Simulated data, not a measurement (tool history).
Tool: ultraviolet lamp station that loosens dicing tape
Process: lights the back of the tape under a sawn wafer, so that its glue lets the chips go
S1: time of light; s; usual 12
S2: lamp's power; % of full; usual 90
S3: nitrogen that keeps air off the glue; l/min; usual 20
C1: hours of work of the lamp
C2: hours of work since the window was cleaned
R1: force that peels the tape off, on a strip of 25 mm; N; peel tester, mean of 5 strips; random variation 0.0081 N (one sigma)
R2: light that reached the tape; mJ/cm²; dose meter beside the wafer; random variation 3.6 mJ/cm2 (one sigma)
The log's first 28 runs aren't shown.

{"run": 29, "hour": 766.8, "S1": 12, "S2": 100, "S3": 20, "C1": 137, "C2": 251, "R1": 0.31, "R2": 620}
{"run": 30, "hour": 787.4, "S1": 14, "S2": 91, "S3": 26, "C1": 153, "C2": 267, "R1": 0.247, "R2": 645}
{"run": 31, "hour": 811.8, "S1": 12, "S2": 82, "S3": 13, "C1": 172, "C2": 286, "R1": 0.56, "R2": 496}
{"run": 32, "hour": 847.4, "S1": 18, "S2": 90, "S3": 20, "C1": 199, "C2": 313, "R1": 0.225, "R2": 809}
{"run": 33, "hour": 882.3, "S1": 11, "S2": 90, "S3": 27, "C1": 226, "C2": 340, "R1": 0.399, "R2": 488}
{"run": 34, "hour": 900.2, "S1": 11, "S2": 90, "S3": 33, "C1": 240, "C2": 354, "R1": 0.376, "R2": 480}
{"run": 35, "hour": 930.7, "S1": 11, "S2": 90, "S3": 33, "C1": 264, "C2": 377, "R1": 0.381, "R2": 473}
{"run": 36, "hour": 963.2, "S1": 11, "S2": 90, "S3": 33, "C1": 289, "C2": 402, "R1": 0.396, "R2": 470}
{"run": 37, "hour": 1001.1, "S1": 12, "S2": 95, "S3": 20, "C1": 318, "C2": 432, "R1": 0.382, "R2": 535}
{"run": 38, "hour": 1036.6, "S1": 8, "S2": 95, "S3": 20, "C1": 345, "C2": 459, "R1": 0.82, "R2": 353}
{"run": 39, "hour": 1054.5, "S1": 18, "S2": 65, "S3": 16, "C1": 359, "C2": 473, "R1": 0.445, "R2": 536}
{"run": 40, "hour": 1072.4, "S1": 18, "S2": 65, "S3": 16, "C1": 373, "C2": 487, "R1": 0.428, "R2": 530}
{"run": 41, "hour": 1109.8, "S1": 17, "S2": 92, "S3": 20, "C1": 402, "C2": 515, "R1": 0.262, "R2": 706}
{"run": 42, "hour": 1127.4, "S1": 19, "S2": 89, "S3": 26, "C1": 415, "C2": 529, "R1": 0.215, "R2": 755}
{"run": 43, "hour": 1160.6, "S1": 19, "S2": 89, "S3": 26, "C1": 441, "C2": 554, "R1": 0.214, "R2": 748}

Forecast each of these 3 alternatives for the next run:
{"run": "A", "hour": 1191.5, "S1": 12, "S2": 90, "S3": 9, "C1": 464, "C2": 578, "R1": "?", "R2": "?"}
{"run": "B", "hour": 1191.5, "S1": 22, "S2": 71, "S3": 37, "C1": 464, "C2": 578, "R1": "?", "R2": "?"}
{"run": "C", "hour": 1191.5, "S1": 12, "S2": 69, "S3": 20, "C1": 464, "C2": 578, "R1": "?", "R2": "?"}

run=A R1=0.774 R2=467
run=B R1=0.209 R2=693
run=C R1=0.767 R2=360
Without the tool's hidden state the same runs would have given:
run=A R1=0.500 R2=602
run=B R1=0.177 R2=892
run=C R1=0.495 R2=464

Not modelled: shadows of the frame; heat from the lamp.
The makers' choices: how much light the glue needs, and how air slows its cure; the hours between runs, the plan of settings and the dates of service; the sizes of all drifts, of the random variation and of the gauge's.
